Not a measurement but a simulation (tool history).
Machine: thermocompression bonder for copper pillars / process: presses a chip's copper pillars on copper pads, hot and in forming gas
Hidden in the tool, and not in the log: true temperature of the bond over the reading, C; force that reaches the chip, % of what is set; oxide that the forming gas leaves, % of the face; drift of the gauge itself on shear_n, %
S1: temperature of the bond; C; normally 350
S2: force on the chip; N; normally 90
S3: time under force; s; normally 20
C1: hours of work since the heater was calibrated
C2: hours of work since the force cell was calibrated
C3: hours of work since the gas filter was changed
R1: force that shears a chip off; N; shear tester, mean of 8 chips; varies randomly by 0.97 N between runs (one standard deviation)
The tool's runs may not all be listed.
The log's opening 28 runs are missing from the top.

run   hour   S1   S2  S3   C1   C2   C3     R1
 29  194.2  378   90  51  408  162  234  134.7
 30  198.4  350   56  41  411  165  237     71
 31  202.9  350   56  41  415  169  240   71.9
 32  210.8  341   90  27  421  175  246   87.1
 33  216.1  368   90  48  425  178  250  124.6
 34    226  323   67  37  432  186  258   59.4
 35  231.8  323   67  37  436  190  262   60.2
 36  236.9  346  110  25  440  194  266  106.4
 37  244.1  346  110  25  445  199  271  105.2
 38  249.1  377   91  18  449  203  275  108.8
 39  259.2  370   91  18  457  211  282  102.6
 40  269.2  330   87  20  464  218  290   67.8

What if the next run were any one of these 3? Each begins from the tool's condition after run 40:
  A  278.7  363  92  23  471  225  297   ?
  B  278.7  330  87  23  471  225  297   ?
  C  278.7  330  90  58  471  225  297   ?

run     R1
  A  104.2
  B   71.9
  C   99.6
What these runs would have given with no unlogged condition in the tool:
run     R1
  A  100.5
  B   67.2
  C     95
